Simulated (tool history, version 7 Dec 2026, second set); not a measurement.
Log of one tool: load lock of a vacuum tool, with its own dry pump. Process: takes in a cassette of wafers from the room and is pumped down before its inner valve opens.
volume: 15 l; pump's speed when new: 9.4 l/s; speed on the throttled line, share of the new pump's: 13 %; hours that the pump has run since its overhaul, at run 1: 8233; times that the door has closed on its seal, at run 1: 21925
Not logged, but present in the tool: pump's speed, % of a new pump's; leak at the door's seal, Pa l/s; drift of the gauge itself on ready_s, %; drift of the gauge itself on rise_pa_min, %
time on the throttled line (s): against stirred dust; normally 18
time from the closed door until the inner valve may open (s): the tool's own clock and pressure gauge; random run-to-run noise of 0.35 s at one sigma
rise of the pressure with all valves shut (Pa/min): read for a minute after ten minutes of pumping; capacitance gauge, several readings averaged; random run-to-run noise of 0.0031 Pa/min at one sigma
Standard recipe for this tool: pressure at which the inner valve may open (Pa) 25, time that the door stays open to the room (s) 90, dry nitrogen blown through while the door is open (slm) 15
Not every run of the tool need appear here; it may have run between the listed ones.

run,hour,time on the throttled line (s),pressure at which the inner valve may open (Pa),time that the door stays open to the room (s),dry nitrogen blown through while the door is open (slm),hours that the pump has run since its overhaul,times that the door has closed on its seal,"incoming humidity of the room's air, %",time from the closed door until the inner valve may open (s),rise of the pressure with all valves shut (Pa/min)
1,0.0,18,25,90,15,8233,21925,45.4,30.3,0.174
2,112.5,18,25,90,15,8346,22415,44.9,30.2,0.180
3,238.8,18,25,90,15,8472,22964,45.4,29.7,0.183
4,353.5,18,25,90,15,8587,23463,42.5,30.2,0.171
5,469.2,18,25,90,15,8703,23966,45.3,29.8,0.178
6,536.0,18,25,90,15,8769,24256,41.5,30.8,0.178
7,636.1,18,25,90,15,8870,24692,49.8,29.7,0.193
8,740.7,18,46,90,27,8974,25147,45.5,29.4,0.175
9,817.8,18,46,90,27,9051,25482,40.5,29.0,0.169

What does the tool deliver on the next run?
10,915.4,20,25,85,19,9149,25907,40.8,?,?

Logged for run 10: time from the closed door until the inner valve may open (s) 31.1, rise of the pressure with all valves shut (Pa/min) 0.173.
The same run, on a tool lacking any hidden state, would have yielded time from the closed door until the inner valve may open (s) 30.0, rise of the pressure with all valves shut (Pa/min) 0.074.
